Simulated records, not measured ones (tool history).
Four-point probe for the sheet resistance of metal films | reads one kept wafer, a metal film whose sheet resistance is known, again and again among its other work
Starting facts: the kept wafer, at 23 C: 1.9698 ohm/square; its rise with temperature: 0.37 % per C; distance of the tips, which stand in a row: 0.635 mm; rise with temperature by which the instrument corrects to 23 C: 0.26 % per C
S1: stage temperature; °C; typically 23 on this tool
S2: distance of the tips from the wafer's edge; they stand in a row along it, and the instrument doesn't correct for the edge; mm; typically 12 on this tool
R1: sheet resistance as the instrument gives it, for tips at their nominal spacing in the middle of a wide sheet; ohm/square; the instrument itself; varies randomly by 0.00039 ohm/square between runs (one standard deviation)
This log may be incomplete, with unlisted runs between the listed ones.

run	hour	S1	S2	R1
1	0.0	23	12	1.971893
2	10.4	23	68	1.969394
3	25.4	23	68	1.970309
4	44.3	23	68	1.969815
5	58.2	31	12	1.989722
6	73.5	31	12	1.988478
7	88.4	31	12	1.989106
8	100.4	31	12	1.988484
9	115.2	31	12	1.989673
10	126.3	31	12	1.989336
11	138.8	31	12	1.989139
12	146.9	23	12	1.972203
13	165.5	23	12	1.972627
# hour 176.2: stage's thermometer calibrated
14	183.0	22	12	1.970346
15	201.0	23	12	1.972761
16	213.3	23	12	1.972128
17	232.8	23	12	1.972047
18	243.6	23	12	1.972597
19	254.1	23	12	1.972354
20	264.6	23	12	1.973373
21	275.7	23	12	1.972453
22	287.9	23	12	1.972389
23	297.1	23	59	1.969943
24	306.6	32	7	1.997150
25	324.7	27	4	2.004684
26	341.9	23	16	1.971143
27	353.1	33	20	1.990933
28	366.3	24	13	1.974199
29	380.1	23	9	1.974682
30	396.3	23	9	1.974358
31	410.3	22	9	1.973066
32	428.3	22	9	1.972681
33	445.2	22	9	1.974135
34	454.1	22	6	1.979443
35	472.2	34	6	2.004753
36	485.9	24	67	1.972258
37	505.2	24	67	1.972007
38	514.9	21	3	2.011091
39	528.9	23	39	1.970420
40	545.5	22	14	1.969784
41	560.9	20	19	1.964873
42	573.8	20	19	1.964837
43	590.8	24	51	1.971838
44	601.8	34	4	2.019068
45	616.8	24	62	1.971984

What if the next run were any one of these 4? Each begins from the tool's condition after run 45:
A	630.8	23	27	?
B	630.8	23	12	?
C	630.8	21	17	?
D	630.8	28	43	?

run	R1
A	1.969737
B	1.972582
C	1.967202
D	1.979877
Stripped of hidden state, with their random variation kept, the same runs would have yielded:
run	R1
A	1.969901
B	1.972746
C	1.967365
D	1.980041
